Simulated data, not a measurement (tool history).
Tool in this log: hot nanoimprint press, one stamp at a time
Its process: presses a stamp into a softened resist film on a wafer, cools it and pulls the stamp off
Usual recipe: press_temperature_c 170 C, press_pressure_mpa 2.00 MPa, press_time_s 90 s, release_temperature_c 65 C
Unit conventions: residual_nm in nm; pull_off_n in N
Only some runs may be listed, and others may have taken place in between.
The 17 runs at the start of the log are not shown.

| run | day | press_temperature_c | press_pressure_mpa | press_time_s | release_temperature_c | hours of work since the thermocouple was calibrated | imprints on the stamp's release coat | hours of work since the press's seals were changed | residual_nm | pull_off_n |
|---|---|---|---|---|---|---|---|---|---|---|
| 18 | 19.146 | 163 | 2.03 | 84 | 63 | 74 | 1800 | 921 | 138.0 | 248 |
| 19 | 20.225 | 163 | 2.03 | 84 | 63 | 92 | 1886 | 940 | 137.9 | 256 |
| 20 | 20.988 | 179 | 1.22 | 141 | 61 | 105 | 1947 | 953 | 66.4 | 266 |
| 21 | 22.417 | 179 | 1.22 | 141 | 61 | 130 | 2062 | 977 | 65.8 | 259 |
|  | 23.908 | press's hydraulic seals changed and the load cell set to zero |
| 22 | 23.908 | 164 | 2.68 | 111 | 65 | 150 | 2155 | 0 | 107.4 | 245 |
| 23 | 24.625 | 177 | 1.90 | 93 | 58 | 162 | 2213 | 12 | 70.3 | 274 |
| 24 | 26.108 | 170 | 1.29 | 86 | 65 | 187 | 2332 | 38 | 119.5 | 257 |
|  | 26.642 | stamp cleaned and given a new release coat |
| 25 | 27.358 | 170 | 2.01 | 109 | 55 | 205 | 58 | 55 | 91.1 | 242 |
| 26 | 28.079 | 167 | 3.01 | 163 | 51 | 217 | 116 | 67 | 74.5 | 252 |
| 27 | 29.300 | 170 | 1.56 | 90 | 71 | 238 | 214 | 88 | 110.6 | 207 |
| 28 | 30.646 | 179 | 2.00 | 90 | 65 | 261 | 322 | 111 | 65.0 | 221 |
| 29 | 32.175 | 168 | 2.00 | 86 | 65 | 287 | 445 | 138 | 112.5 | 219 |
| 30 | 33.142 | 162 | 2.19 | 76 | 65 | 304 | 522 | 154 | 150.1 | 228 |

Each row is a separate what-if for the run after 30, all from the same tool condition, not one after another. Results?
| A | 34.362 | 167 | 2.19 | 82 | 65 | 325 | 620 | 175 | ? | ? |
| B | 34.362 | 170 | 2.00 | 90 | 69 | 325 | 620 | 175 | ? | ? |
| C | 34.362 | 161 | 2.19 | 76 | 65 | 325 | 620 | 175 | ? | ? |

| run | residual_nm | pull_off_n |
|---|---|---|
| A | 115.0 | 237 |
| B | 102.1 | 219 |
| C | 159.2 | 223 |
With the hidden condition removed and each run's random variation left untouched, the same runs would have given:
| run | residual_nm | pull_off_n |
|---|---|---|
| A | 109.1 | 223 |
| B | 96.8 | 206 |
| C | 152.1 | 210 |
